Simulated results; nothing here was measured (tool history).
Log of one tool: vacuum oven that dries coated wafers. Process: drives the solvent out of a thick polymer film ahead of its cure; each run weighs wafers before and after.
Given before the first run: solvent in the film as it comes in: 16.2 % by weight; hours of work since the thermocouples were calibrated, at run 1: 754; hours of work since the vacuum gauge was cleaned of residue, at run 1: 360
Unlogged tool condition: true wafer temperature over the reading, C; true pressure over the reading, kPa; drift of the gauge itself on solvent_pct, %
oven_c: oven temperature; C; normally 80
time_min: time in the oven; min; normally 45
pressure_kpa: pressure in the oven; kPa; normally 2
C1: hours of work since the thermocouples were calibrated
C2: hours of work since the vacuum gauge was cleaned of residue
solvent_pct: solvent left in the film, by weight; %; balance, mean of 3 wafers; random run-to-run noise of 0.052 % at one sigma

{"run": 1, "hour": 0.0, "oven_c": 80, "time_min": 45, "pressure_kpa": 2, "C1": 754, "C2": 360, "solvent_pct": 1.66}
{"run": 2, "hour": 43.7, "oven_c": 80, "time_min": 45, "pressure_kpa": 3.31, "C1": 783, "C2": 390, "solvent_pct": 2.27}
{"run": 3, "hour": 141.6, "oven_c": 80, "time_min": 45, "pressure_kpa": 3.83, "C1": 849, "C2": 456, "solvent_pct": 2.44}
{"run": 4, "hour": 245.0, "oven_c": 80, "time_min": 45, "pressure_kpa": 7.07, "C1": 919, "C2": 526, "solvent_pct": 3.93}
{"run": 5, "hour": 309.2, "oven_c": 80, "time_min": 45, "pressure_kpa": 2, "C1": 963, "C2": 569, "solvent_pct": 1.75}
{"run": 6, "hour": 371.9, "oven_c": 91, "time_min": 45, "pressure_kpa": 2, "C1": 1005, "C2": 612, "solvent_pct": 0.63}
{"run": 7, "hour": 443.8, "oven_c": 91, "time_min": 45, "pressure_kpa": 2, "C1": 1054, "C2": 660, "solvent_pct": 0.65}
{"run": 8, "hour": 526.6, "oven_c": 80, "time_min": 29, "pressure_kpa": 2, "C1": 1110, "C2": 716, "solvent_pct": 3.11}
{"hour": 584.8, "done": "oven's thermocouples calibrated"}
{"run": 9, "hour": 587.1, "oven_c": 80, "time_min": 29, "pressure_kpa": 2, "C1": 2, "C2": 756, "solvent_pct": 2.39}
{"run": 10, "hour": 668.1, "oven_c": 80, "time_min": 79, "pressure_kpa": 2, "C1": 56, "C2": 811, "solvent_pct": 0.92}
{"run": 11, "hour": 728.7, "oven_c": 80, "time_min": 45, "pressure_kpa": 2, "C1": 97, "C2": 852, "solvent_pct": 1.37}
{"run": 12, "hour": 822.9, "oven_c": 80, "time_min": 45, "pressure_kpa": 2.33, "C1": 161, "C2": 915, "solvent_pct": 1.55}
{"run": 13, "hour": 872.2, "oven_c": 80, "time_min": 45, "pressure_kpa": 2.33, "C1": 194, "C2": 949, "solvent_pct": 1.54}
{"run": 14, "hour": 948.1, "oven_c": 80, "time_min": 45, "pressure_kpa": 1.73, "C1": 246, "C2": 1000, "solvent_pct": 1.28}
{"run": 15, "hour": 991.1, "oven_c": 80, "time_min": 24, "pressure_kpa": 2, "C1": 275, "C2": 1029, "solvent_pct": 3.22}
{"run": 16, "hour": 1090.5, "oven_c": 80, "time_min": 24, "pressure_kpa": 2, "C1": 342, "C2": 1096, "solvent_pct": 3.36}
{"run": 17, "hour": 1141.9, "oven_c": 80, "time_min": 24, "pressure_kpa": 2, "C1": 377, "C2": 1131, "solvent_pct": 3.28}
{"run": 18, "hour": 1192.7, "oven_c": 80, "time_min": 57, "pressure_kpa": 2, "C1": 411, "C2": 1165, "solvent_pct": 1.28}
{"run": 19, "hour": 1275.6, "oven_c": 80, "time_min": 57, "pressure_kpa": 2, "C1": 467, "C2": 1221, "solvent_pct": 1.28}
{"run": 20, "hour": 1371.8, "oven_c": 80, "time_min": 57, "pressure_kpa": 2, "C1": 532, "C2": 1286, "solvent_pct": 1.16}
{"run": 21, "hour": 1452.9, "oven_c": 80, "time_min": 45, "pressure_kpa": 5, "C1": 587, "C2": 1341, "solvent_pct": 2.98}
{"run": 22, "hour": 1518.4, "oven_c": 80, "time_min": 45, "pressure_kpa": 2, "C1": 631, "C2": 1385, "solvent_pct": 1.65}
{"run": 23, "hour": 1577.3, "oven_c": 80, "time_min": 45, "pressure_kpa": 2, "C1": 671, "C2": 1425, "solvent_pct": 1.71}
{"run": 24, "hour": 1659.2, "oven_c": 78, "time_min": 45, "pressure_kpa": 2, "C1": 726, "C2": 1481, "solvent_pct": 2.15}
{"run": 25, "hour": 1721.6, "oven_c": 88, "time_min": 45, "pressure_kpa": 3.74, "C1": 768, "C2": 1523, "solvent_pct": 1.35}
{"hour": 1792.0, "done": "vacuum gauge cleaned of residue and calibrated"}
{"run": 26, "hour": 1793.4, "oven_c": 80, "time_min": 77, "pressure_kpa": 4.76, "C1": 816, "C2": 1, "solvent_pct": 2.36}
{"run": 27, "hour": 1884.6, "oven_c": 82, "time_min": 27, "pressure_kpa": 2, "C1": 878, "C2": 63, "solvent_pct": 2.47}
{"run": 28, "hour": 1952.3, "oven_c": 80, "time_min": 72, "pressure_kpa": 7.7, "C1": 923, "C2": 108, "solvent_pct": 3.53}
{"run": 29, "hour": 2024.2, "oven_c": 67, "time_min": 61, "pressure_kpa": 3.86, "C1": 972, "C2": 157, "solvent_pct": 5.54}
{"run": 30, "hour": 2073.3, "oven_c": 93, "time_min": 67, "pressure_kpa": 2, "C1": 1005, "C2": 190, "solvent_pct": 0.53}
{"run": 31, "hour": 2170.7, "oven_c": 93, "time_min": 67, "pressure_kpa": 2, "C1": 1071, "C2": 256, "solvent_pct": 0.62}
{"run": 32, "hour": 2255.9, "oven_c": 93, "time_min": 67, "pressure_kpa": 2, "C1": 1129, "C2": 314, "solvent_pct": 0.63}
{"hour": 2284.3, "done": "oven's thermocouples calibrated"}
{"run": 33, "hour": 2318.1, "oven_c": 93, "time_min": 67, "pressure_kpa": 2, "C1": 23, "C2": 354, "solvent_pct": 0.52}
{"run": 34, "hour": 2394.6, "oven_c": 93, "time_min": 67, "pressure_kpa": 2, "C1": 75, "C2": 406, "solvent_pct": 0.52}
{"run": 35, "hour": 2462.4, "oven_c": 93, "time_min": 67, "pressure_kpa": 2, "C1": 120, "C2": 452, "solvent_pct": 0.51}
{"run": 36, "hour": 2536.4, "oven_c": 80, "time_min": 34, "pressure_kpa": 1.37, "C1": 170, "C2": 502, "solvent_pct": 1.75}
{"run": 37, "hour": 2614.2, "oven_c": 80, "time_min": 34, "pressure_kpa": 1.37, "C1": 223, "C2": 554, "solvent_pct": 1.84}
{"run": 38, "hour": 2685.5, "oven_c": 77, "time_min": 59, "pressure_kpa": 1.7, "C1": 271, "C2": 603, "solvent_pct": 1.34}
{"run": 39, "hour": 2765.8, "oven_c": 80, "time_min": 29, "pressure_kpa": 5.2, "C1": 326, "C2": 657, "solvent_pct": 3.79}
{"run": 40, "hour": 2856.3, "oven_c": 82, "time_min": 45, "pressure_kpa": 1.97, "C1": 387, "C2": 718, "solvent_pct": 1.21}
{"run": 41, "hour": 2929.3, "oven_c": 93, "time_min": 35, "pressure_kpa": 2, "C1": 436, "C2": 767, "solvent_pct": 0.59}
{"run": 42, "hour": 3003.6, "oven_c": 80, "time_min": 45, "pressure_kpa": 3.19, "C1": 486, "C2": 818, "solvent_pct": 2}
{"run": 43, "hour": 3053.2, "oven_c": 69, "time_min": 59, "pressure_kpa": 2, "C1": 520, "C2": 851, "solvent_pct": 3.59}
{"run": 44, "hour": 3104.5, "oven_c": 82, "time_min": 59, "pressure_kpa": 4.34, "C1": 554, "C2": 886, "solvent_pct": 1.93}
{"run": 45, "hour": 3202.2, "oven_c": 80, "time_min": 53, "pressure_kpa": 4.34, "C1": 621, "C2": 952, "solvent_pct": 2.41}
{"run": 46, "hour": 3288.0, "oven_c": 80, "time_min": 52, "pressure_kpa": 2, "C1": 678, "C2": 1010, "solvent_pct": 1.44}

3 ways to go on from here, each from the tool as it stands after run 46. What would each give?
{"run": "A", "hour": 3389.4, "oven_c": 90, "time_min": 36, "pressure_kpa": 2, "C1": 747, "C2": 1079, "solvent_pct": "?"}
{"run": "B", "hour": 3389.4, "oven_c": 80, "time_min": 61, "pressure_kpa": 2.3, "C1": 747, "C2": 1079, "solvent_pct": "?"}
{"run": "C", "hour": 3389.4, "oven_c": 85, "time_min": 65, "pressure_kpa": 2.09, "C1": 747, "C2": 1079, "solvent_pct": "?"}

run=A solvent_pct=0.74
run=B solvent_pct=1.33
run=C solvent_pct=0.93
With the hidden condition removed and each run's random variation left untouched, the same runs would have given:
run=A solvent_pct=0.6
run=B solvent_pct=1.1
run=C solvent_pct=0.79
